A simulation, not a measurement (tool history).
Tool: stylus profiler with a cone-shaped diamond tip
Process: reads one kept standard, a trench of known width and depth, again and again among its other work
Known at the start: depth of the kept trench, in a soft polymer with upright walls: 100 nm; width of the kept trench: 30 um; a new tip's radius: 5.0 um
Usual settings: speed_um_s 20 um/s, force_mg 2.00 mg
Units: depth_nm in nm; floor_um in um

run 1 day=0.000 | speed_um_s=20 force_mg=2.00 | depth_nm=100.88 floor_um=27.90
run 2 day=2.517 | speed_um_s=20 force_mg=2.00 | depth_nm=100.87 floor_um=27.90
run 3 day=6.129 | speed_um_s=20 force_mg=2.00 | depth_nm=100.93 floor_um=27.83
run 4 day=9.900 | speed_um_s=20 force_mg=2.00 | depth_nm=100.92 floor_um=27.81
run 5 day=12.683 | speed_um_s=20 force_mg=2.00 | depth_nm=100.90 floor_um=27.82
run 6 day=17.671 | speed_um_s=20 force_mg=2.00 | depth_nm=101.02 floor_um=27.82
run 7 day=20.671 | speed_um_s=20 force_mg=1.72 | depth_nm=100.92 floor_um=27.81
run 8 day=25.733 | speed_um_s=20 force_mg=1.72 | depth_nm=101.02 floor_um=27.76
run 9 day=28.862 | speed_um_s=24 force_mg=1.72 | depth_nm=100.95 floor_um=27.73
run 10 day=34.075 | speed_um_s=24 force_mg=1.72 | depth_nm=101.09 floor_um=27.73
run 11 day=37.379 | speed_um_s=10 force_mg=1.24 | depth_nm=101.02 floor_um=27.74
run 12 day=41.862 | speed_um_s=14 force_mg=0.90 | depth_nm=100.90 floor_um=27.69
run 13 day=46.983 | speed_um_s=9 force_mg=1.39 | depth_nm=101.10 floor_um=27.72
run 14 day=50.233 | speed_um_s=12 force_mg=1.17 | depth_nm=101.08 floor_um=27.69

Forecast each of these 5 alternatives for the next run:
run A day=53.275 | speed_um_s=11 force_mg=3.92 | depth_nm=? floor_um=?
run B day=53.275 | speed_um_s=8 force_mg=1.87 | depth_nm=? floor_um=?
run C day=53.275 | speed_um_s=7 force_mg=3.56 | depth_nm=? floor_um=?
run D day=53.275 | speed_um_s=11 force_mg=5.96 | depth_nm=? floor_um=?
run E day=53.275 | speed_um_s=23 force_mg=1.70 | depth_nm=? floor_um=?

run=A depth_nm=101.76 floor_um=27.68
run=B depth_nm=101.32 floor_um=27.64
run=C depth_nm=101.63 floor_um=27.70
run=D depth_nm=102.07 floor_um=27.74
run=E depth_nm=101.25 floor_um=27.55
Without the tool's hidden state the same runs would have given:
run=A depth_nm=101.18 floor_um=27.99
run=B depth_nm=100.75 floor_um=27.95
run=C depth_nm=101.06 floor_um=28.01
run=D depth_nm=101.49 floor_um=28.05
run=E depth_nm=100.68 floor_um=27.86
